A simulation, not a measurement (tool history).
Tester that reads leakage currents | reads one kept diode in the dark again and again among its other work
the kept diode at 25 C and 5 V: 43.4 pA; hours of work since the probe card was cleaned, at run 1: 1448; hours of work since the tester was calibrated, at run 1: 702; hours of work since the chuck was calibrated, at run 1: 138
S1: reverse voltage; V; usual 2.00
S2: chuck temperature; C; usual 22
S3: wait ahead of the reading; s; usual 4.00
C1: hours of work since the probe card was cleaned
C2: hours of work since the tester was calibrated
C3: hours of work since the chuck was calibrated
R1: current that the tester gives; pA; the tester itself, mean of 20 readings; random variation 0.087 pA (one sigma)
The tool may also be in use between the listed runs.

run	hour	S1	S2	S3	C1	C2	C3	R1
1	0.0	2.00	22	4.00	1448	702	138	25.19
2	33.8	2.00	45	4.00	1462	717	152	196.05
3	73.3	2.00	45	4.00	1478	733	168	195.15
4	106.5	2.00	23	4.00	1492	747	182	27.78
5	133.4	2.00	23	4.00	1503	758	193	27.84
6	193.9	2.00	48	4.00	1529	783	219	252.55
7	224.2	2.00	22	4.00	1541	796	231	25.57
8	273.6	2.00	22	4.00	1562	817	252	25.51
9	322.5	2.00	22	4.00	1582	837	272	25.75
10	372.5	2.00	22	4.00	1603	858	293	25.87
11	413.8	2.00	22	5.38	1620	875	311	26.03
12	467.0	2.00	22	5.38	1643	898	333	25.87
13	495.5	2.00	22	5.38	1655	909	345	25.98
14	529.2	2.00	22	5.38	1669	924	359	25.95
15	586.0	2.00	22	4.00	1692	947	383	26.01
16	624.4	2.00	22	4.00	1708	963	399	26.19
17	654.4	2.00	22	6.03	1721	976	411	26.28
18	680.8	2.00	22	6.03	1732	987	422	26.19
19	738.2	2.14	56	2.11	1756	1011	446	502.08
20	779.1	2.14	56	2.11	1773	1028	463	499.96
21	806.2	2.14	56	2.11	1784	1039	475	502.55
22	840.2	10.33	25	1.28	1799	1053	489	68.72
23	867.9	2.81	26	0.69	1810	1065	500	44.55
24	912.9	5.70	24	5.23	1829	1084	519	48.50
25	960.8	5.70	24	5.23	1849	1104	539	48.48
26	1018.2	5.70	24	5.23	1873	1128	563	48.59
27	1051.9	6.37	37	0.46	1887	1142	577	160.17
28	1103.8	6.37	37	0.46	1909	1164	599	161.19
29	1159.2	6.37	37	0.46	1932	1187	622	160.42
30	1212.7	2.00	45	4.00	1954	1209	644	204.50
31	1245.7	7.13	45	4.00	1968	1223	658	324.47
32	1304.3	2.92	45	4.00	1992	1247	683	235.91
33	1352.5	1.91	27	4.00	2013	1267	703	42.32
34	1388.0	2.00	43	3.80	2027	1282	718	174.68
35	1415.1	2.00	43	0.40	2039	1294	729	176.69
36	1466.8	2.26	23	6.98	2060	1315	750	31.52

Measured less the same run without the tool's hidden state. The same run-to-run variation is in both; the gauge's scatter may not be:
The hidden state here: stray current of the dirty probe card, pA a volt; current scale over the true one, %; true chuck temperature over the reading, C; drift of the gauge itself on leakage_pa, %.
run	R1
1	+1.55
2	+4.23
3	+4.57
4	+1.76
5	+1.80
6	+6.73
7	+1.89
8	+1.96
9	+2.04
10	+2.12
11	+2.20
12	+2.26
13	+2.31
14	+2.35
15	+2.44
16	+2.50
17	+2.56
18	+2.58
19	+22.50
20	+23.20
21	+23.79
22	+10.73
23	+4.35
24	+6.76
25	+6.88
26	+7.04
27	+13.88
28	+14.34
29	+14.64
30	+14.34
31	+26.09
32	+17.87
33	+4.63
34	+13.84
35	+14.11
36	+4.31
